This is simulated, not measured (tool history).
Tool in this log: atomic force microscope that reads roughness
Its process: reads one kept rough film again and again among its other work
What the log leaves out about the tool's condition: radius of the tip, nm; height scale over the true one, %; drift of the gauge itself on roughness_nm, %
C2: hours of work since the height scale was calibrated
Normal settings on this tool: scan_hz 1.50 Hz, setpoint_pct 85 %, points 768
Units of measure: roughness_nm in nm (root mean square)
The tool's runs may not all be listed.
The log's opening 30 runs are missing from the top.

-- hour=703.8 new tip fitted
run 31 hour=722.7 | scan_hz=3.76 setpoint_pct=57 points=296 | pictures_with_this_tip=22 C2=833 | roughness_nm=1.550
run 32 hour=751.1 | scan_hz=3.76 setpoint_pct=57 points=296 | pictures_with_this_tip=55 C2=850 | roughness_nm=1.369
run 33 hour=776.4 | scan_hz=3.76 setpoint_pct=57 points=296 | pictures_with_this_tip=84 C2=865 | roughness_nm=1.238
run 34 hour=794.6 | scan_hz=1.50 setpoint_pct=80 points=303 | pictures_with_this_tip=105 C2=876 | roughness_nm=1.130
-- hour=803.6 new tip fitted
run 35 hour=817.5 | scan_hz=1.31 setpoint_pct=65 points=339 | pictures_with_this_tip=16 C2=890 | roughness_nm=1.639
run 36 hour=833.7 | scan_hz=1.50 setpoint_pct=85 points=441 | pictures_with_this_tip=35 C2=899 | roughness_nm=1.467
run 37 hour=852.2 | scan_hz=1.50 setpoint_pct=85 points=441 | pictures_with_this_tip=56 C2=910 | roughness_nm=1.357
run 38 hour=883.7 | scan_hz=3.10 setpoint_pct=84 points=768 | pictures_with_this_tip=93 C2=929 | roughness_nm=1.149
-- hour=902.9 new tip fitted
run 39 hour=912.0 | scan_hz=0.70 setpoint_pct=63 points=768 | pictures_with_this_tip=10 C2=946 | roughness_nm=1.710
run 40 hour=935.4 | scan_hz=1.29 setpoint_pct=84 points=589 | pictures_with_this_tip=37 C2=960 | roughness_nm=1.485

5 options for the next run, each taken on its own from the tool as it stands now. Forecast them:
run A hour=949.5 | scan_hz=0.74 setpoint_pct=86 points=559 | pictures_with_this_tip=54 C2=969 | roughness_nm=?
run B hour=949.5 | scan_hz=1.50 setpoint_pct=66 points=834 | pictures_with_this_tip=54 C2=969 | roughness_nm=?
run C hour=949.5 | scan_hz=0.80 setpoint_pct=70 points=385 | pictures_with_this_tip=54 C2=969 | roughness_nm=?
run D hour=949.5 | scan_hz=0.69 setpoint_pct=55 points=422 | pictures_with_this_tip=54 C2=969 | roughness_nm=?
run E hour=949.5 | scan_hz=1.50 setpoint_pct=88 points=272 | pictures_with_this_tip=54 C2=969 | roughness_nm=?

run=A roughness_nm=1.421
run=B roughness_nm=1.444
run=C roughness_nm=1.429
run=D roughness_nm=1.441
run=E roughness_nm=1.330
What these runs would have given with no unlogged condition in the tool:
run=A roughness_nm=1.783
run=B roughness_nm=1.809
run=C roughness_nm=1.793
run=D roughness_nm=1.807
run=E roughness_nm=1.668

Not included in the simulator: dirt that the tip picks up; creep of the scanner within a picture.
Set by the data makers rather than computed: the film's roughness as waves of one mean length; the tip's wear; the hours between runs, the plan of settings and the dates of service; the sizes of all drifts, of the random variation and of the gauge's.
